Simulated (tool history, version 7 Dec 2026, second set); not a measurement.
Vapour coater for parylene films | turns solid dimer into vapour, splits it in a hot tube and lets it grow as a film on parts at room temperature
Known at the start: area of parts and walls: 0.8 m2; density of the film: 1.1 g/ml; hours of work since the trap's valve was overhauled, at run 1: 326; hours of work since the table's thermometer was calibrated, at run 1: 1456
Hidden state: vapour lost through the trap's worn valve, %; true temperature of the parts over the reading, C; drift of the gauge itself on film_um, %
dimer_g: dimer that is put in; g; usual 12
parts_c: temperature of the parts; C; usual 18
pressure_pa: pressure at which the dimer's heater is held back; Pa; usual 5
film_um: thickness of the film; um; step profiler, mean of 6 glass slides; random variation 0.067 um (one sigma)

run,day,dimer_g,parts_c,pressure_pa,hours of work since the trap's valve was overhauled,hours of work since the table's thermometer was calibrated,film_um
1,0,12,18,5,326,1456,8.67
2,2.342,19,18,5,362,1492,13.64
3,4.162,19,18,5,390,1520,13.68
4,6.729,19,18,5,429,1559,13.74
# day 7.871: table's thermometer calibrated
5,9.196,19,18,5,466,20,13.65
6,10.917,19,18,2.49,492,46,14.72
7,12.438,19,18,2.49,515,70,14.58
# day 13.158: trap's valve overhauled
8,14.079,19,18,2.49,14,92,13.89
9,15.188,19,18,2.49,31,109,14.05
10,16.567,12,18,11.47,52,130,7.77
11,18.338,12,18,11.47,79,157,7.67
12,19.788,5,14,7.53,101,179,3.8
13,21.404,5,14,7.53,126,204,3.78
14,22.704,19,17,7.53,145,223,13.09
15,24.45,19,17,7.53,172,250,12.86
16,25.712,19,17,7.53,191,269,12.83
# day 26.342: trap's valve overhauled, once more
17,27.233,7,22,4.6,14,290,4.59
18,29.392,7,22,4.6,46,323,4.61
19,31.767,7,22,4.6,83,359,4.61
20,33.583,7,19,3.18,110,387,5.21
21,35.408,14,10,7.79,138,415,13.07

5 ways to go on from here, each from the tool as it stands after run 21. What would each give?
A,37.721,11,18,8,173,450,?
B,37.721,16,11,4.33,173,450,?
C,37.721,12,18,3.95,173,450,?
D,37.721,12,23,4.96,173,450,?
E,37.721,7,10,3.84,173,450,?

run,film_um
A,7.75
B,15.23
C,9.11
D,7.53
E,6.91
Without the tool's hidden state the same runs would have given:
run,film_um
A,7.92
B,15.56
C,9.31
D,7.69
E,7.06
